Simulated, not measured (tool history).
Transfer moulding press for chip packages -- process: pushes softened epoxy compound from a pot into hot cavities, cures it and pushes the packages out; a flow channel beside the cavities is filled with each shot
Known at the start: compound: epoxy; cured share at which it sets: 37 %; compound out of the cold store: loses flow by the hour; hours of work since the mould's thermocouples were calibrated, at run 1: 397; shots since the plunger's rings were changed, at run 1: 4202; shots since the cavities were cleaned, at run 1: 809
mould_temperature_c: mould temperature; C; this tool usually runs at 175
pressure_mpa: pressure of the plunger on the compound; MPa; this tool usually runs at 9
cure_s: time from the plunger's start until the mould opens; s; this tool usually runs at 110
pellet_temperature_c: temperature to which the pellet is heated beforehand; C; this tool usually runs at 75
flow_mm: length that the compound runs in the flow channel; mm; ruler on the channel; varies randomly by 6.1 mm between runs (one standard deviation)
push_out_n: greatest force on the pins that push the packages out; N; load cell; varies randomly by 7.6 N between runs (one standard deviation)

run	hour	mould_temperature_c	pressure_mpa	cure_s	pellet_temperature_c	hours of work since the mould's thermocouples were calibrated	shots since the plunger's rings were changed	shots since the cavities were cleaned	incoming compound's hours out of the cold store	flow_mm	push_out_n
1	0	175	9	110	75	397	4202	809	26.6	607	692
# hour 11.8: cavities cleaned with cleaning compound and waxed
2	15.9	175	9	110	75	405	4348	42	30.7	604	387
3	31.8	175	9	110	75	414	4509	203	9	645	520
4	60.8	175	9	110	72	430	4801	495	20.2	626	622
5	77.7	175	9	91	72	439	4971	665	24	615	1042
6	93.9	175	9	149	72	449	5136	830	38	579	497
# hour 104.8: cavities cleaned with cleaning compound and waxed
7	109.9	175	9.29	110	75	457	5282	51	8.5	660	413
8	130.8	175	9.29	110	75	468	5493	262	35.7	579	509
# hour 148.4: plunger's sealing rings changed
9	155.3	175	9.29	110	75	481	70	484	46.1	603	603
10	173.3	175	9.29	110	75	491	252	666	27.5	643	643
11	191.5	175	9.29	110	75	501	436	850	33.2	639	668
# hour 199.4: cavities cleaned with cleaning compound and waxed
12	207.4	175	9.29	110	75	509	582	82	25.6	655	407
13	234.7	175	9.29	110	75	524	857	357	28.6	644	572
14	261.7	175	9.29	110	75	540	1130	630	8.6	691	671
# hour 265.5: mould's thermocouples calibrated
15	287.6	175	9.29	110	75	12	1371	871	13.7	678	731
# hour 293.4: cavities cleaned with cleaning compound and waxed
16	301	174	8.26	110	73	19	1491	76	18.2	632	458
17	317.4	182	7.13	116	69	28	1657	242	10.5	603	399
18	340.3	173	7.13	116	69	41	1889	474	24.5	571	664
19	359.8	180	10.15	110	73	52	2086	671	46.3	608	534
20	371.8	168	8.16	133	82	59	2207	792	41.5	570	696
# hour 375.2: mould's thermocouples calibrated, once more
# hour 388.2: cavities cleaned with cleaning compound and waxed
21	394.2	168	8.16	133	82	10	2397	60	8.5	660	395
22	407	181	7.97	96	83	17	2527	190	33.2	557	405
23	429.9	181	7.97	96	83	30	2758	421	26.8	573	535
24	453.3	169	6.89	110	75	43	2994	657	32.3	539	893
25	465.1	169	6.89	110	75	50	3114	777	8.8	587	975
# hour 480.3: cavities cleaned with cleaning compound and waxed
26	484.8	169	6.89	110	75	60	3297	45	45.2	510	496

Forecast run 27:
27	510.7	169	6.89	110	75	74	3559	307	40.1	?	?

flow_mm: 511 mm
push_out_n: 716 N
With the hidden condition absent and the run-to-run variation left alone, this run would have shown flow_mm 539 mm, push_out_n 444 N.
